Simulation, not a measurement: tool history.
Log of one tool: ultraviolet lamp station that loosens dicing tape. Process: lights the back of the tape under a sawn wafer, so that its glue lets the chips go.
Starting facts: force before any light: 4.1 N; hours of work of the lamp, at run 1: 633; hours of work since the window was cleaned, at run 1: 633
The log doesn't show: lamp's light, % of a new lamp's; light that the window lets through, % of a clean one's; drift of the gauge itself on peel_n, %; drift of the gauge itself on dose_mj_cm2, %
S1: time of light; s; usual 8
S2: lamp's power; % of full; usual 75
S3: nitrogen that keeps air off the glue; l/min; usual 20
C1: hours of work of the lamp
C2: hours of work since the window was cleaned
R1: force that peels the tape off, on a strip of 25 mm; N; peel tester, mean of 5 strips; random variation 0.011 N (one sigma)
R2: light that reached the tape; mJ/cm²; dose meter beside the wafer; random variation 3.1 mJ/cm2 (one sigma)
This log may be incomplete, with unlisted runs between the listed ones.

run	day	S1	S2	S3	C1	C2	R1	R2
1	0	8	75	20	633	633	0.752	341
# day 1.188: window cleaned of glue's vapour
2	2.504	8	80	20	659	14	0.661	383
3	5.738	8	80	20	692	47	0.65	377
4	7.679	8	80	20	712	67	0.668	372
5	9.825	8	75	20	734	89	0.737	342
6	11.875	8	75	20	756	111	0.768	338
7	14.638	8	75	20	784	139	0.767	330
8	18.625	8	75	20	825	180	0.807	326
9	22.008	8	75	20	860	215	0.806	314
10	25.142	8	75	20	893	248	0.883	311
11	28.925	8	75	20	932	287	0.89	301
12	30.633	8	75	20	950	305	0.906	302
# day 32.238: lamp changed
13	34.233	8	75	20	21	341	0.5	449
14	37.679	8	75	20	56	377	0.507	451
15	39.65	8	68	20	77	397	0.595	402
16	42.717	8	69	20	108	429	0.58	399
17	44.688	7	75	20	129	449	0.635	375
18	46.929	7	75	20	152	473	0.675	368
19	50.092	6	75	20	185	505	0.835	313
20	53.146	6	75	20	216	537	0.891	313
21	56.375	6	75	20	250	570	0.903	303
22	59.608	6	75	20	283	604	0.871	297
23	62.517	5	84	6	313	634	1.613	276
# day 63.775: window cleaned of glue's vapour
24	64.592	7	75	25	334	8	0.658	357
25	67.183	7	75	25	361	35	0.67	351
26	69.8	12	81	6	388	62	0.581	640
27	73.246	12	81	6	424	98	0.609	627
28	74.917	8	75	8	441	115	1.032	381
29	76.95	4	75	26	462	136	1.377	189
30	79.721	4	75	26	491	165	1.386	187
31	81.683	4	75	26	511	185	1.36	181
32	85.412	4	75	26	550	224	1.45	183
33	88.188	4	75	26	578	252	1.49	178
34	91.246	4	75	26	610	284	1.532	177
35	93.396	8	79	20	632	306	0.682	366
36	96.404	8	90	21	663	337	0.575	413
37	99.938	8	94	33	700	374	0.464	416
38	102.629	8	94	33	728	402	0.445	406
39	106.454	7	93	6	767	441	1.315	347
40	109.721	7	93	6	801	475	1.29	341
41	111.629	7	93	6	821	495	1.323	339
42	114.221	13	67	6	848	522	0.968	443
43	116.475	16	88	15	871	545	0.31	708

What if the next run were any one of these 3? Each begins from the tool's condition after run 43:
A	118.158	11	62	20	888	562	?	?
B	118.158	8	65	20	888	562	?	?
C	118.158	16	88	29	888	562	?	?

run	R1	R2
A	0.732	338
B	1.1	257
C	0.272	698
Take away the tool's hidden state, keep each run's random variation, and the runs would have read:
run	R1	R2
A	0.372	539
B	0.59	409
C	0.235	1112
